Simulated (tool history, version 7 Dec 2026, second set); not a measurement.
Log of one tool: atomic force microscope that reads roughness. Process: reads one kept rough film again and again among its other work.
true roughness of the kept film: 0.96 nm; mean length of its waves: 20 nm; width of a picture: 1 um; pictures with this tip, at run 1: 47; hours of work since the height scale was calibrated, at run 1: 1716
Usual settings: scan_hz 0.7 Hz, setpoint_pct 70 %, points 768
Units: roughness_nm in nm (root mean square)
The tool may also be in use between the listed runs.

| run | day | scan_hz | setpoint_pct | points | pictures with this tip | hours of work since the height scale was calibrated | roughness_nm |
|---|---|---|---|---|---|---|---|
| 1 | 0 | 0.7 | 70 | 768 | 47 | 1716 | 0.871 |
| 2 | 2.367 | 0.7 | 70 | 768 | 147 | 1759 | 0.869 |
|  | 3.212 | new tip fitted |
| 3 | 4.042 | 0.7 | 70 | 768 | 35 | 1789 | 0.867 |
| 4 | 6.388 | 0.7 | 70 | 759 | 134 | 1832 | 0.878 |
|  | 7.425 | new tip fitted |
| 5 | 7.762 | 0.7 | 70 | 759 | 14 | 1856 | 0.867 |
| 6 | 8.804 | 0.7 | 70 | 759 | 58 | 1875 | 0.873 |
| 7 | 10.696 | 0.901 | 70 | 768 | 138 | 1910 | 0.863 |
|  | 10.921 | height scale calibrated on a step standard |
|  | 11.733 | new tip fitted |
| 8 | 11.833 | 0.901 | 70 | 768 | 4 | 16 | 0.861 |
| 9 | 13.954 | 1.674 | 70 | 768 | 93 | 55 | 0.82 |
| 10 | 15.638 | 1.272 | 59 | 768 | 164 | 85 | 0.88 |
|  | 16.083 | new tip fitted |
| 11 | 17.442 | 1.027 | 71 | 485 | 57 | 118 | 0.843 |
| 12 | 19.121 | 1.611 | 65 | 659 | 128 | 148 | 0.839 |
|  | 20.383 | new tip fitted |
| 13 | 21.112 | 1.748 | 65 | 274 | 31 | 184 | 0.822 |
| 14 | 23.454 | 0.588 | 70 | 763 | 130 | 226 | 0.877 |
|  | 24.6 | new tip fitted |
| 15 | 25.721 | 1.965 | 57 | 279 | 47 | 267 | 0.84 |
| 16 | 27.388 | 2.108 | 85 | 768 | 117 | 297 | 0.712 |

4 ways to go on from here, each from the tool as it stands after run 16. What would each give?
| A | 28.779 | 0.634 | 64 | 263 | 176 | 322 | ? |
| B | 28.779 | 1.773 | 79 | 567 | 176 | 322 | ? |
| C | 28.779 | 1.103 | 85 | 768 | 176 | 322 | ? |
| D | 28.779 | 2.674 | 85 | 768 | 176 | 322 | ? |

| run | roughness_nm |
|---|---|
| A | 0.854 |
| B | 0.766 |
| C | 0.786 |
| D | 0.675 |
Without the tool's hidden state the same runs would have given:
| run | roughness_nm |
|---|---|
| A | 0.859 |
| B | 0.77 |
| C | 0.79 |
| D | 0.678 |

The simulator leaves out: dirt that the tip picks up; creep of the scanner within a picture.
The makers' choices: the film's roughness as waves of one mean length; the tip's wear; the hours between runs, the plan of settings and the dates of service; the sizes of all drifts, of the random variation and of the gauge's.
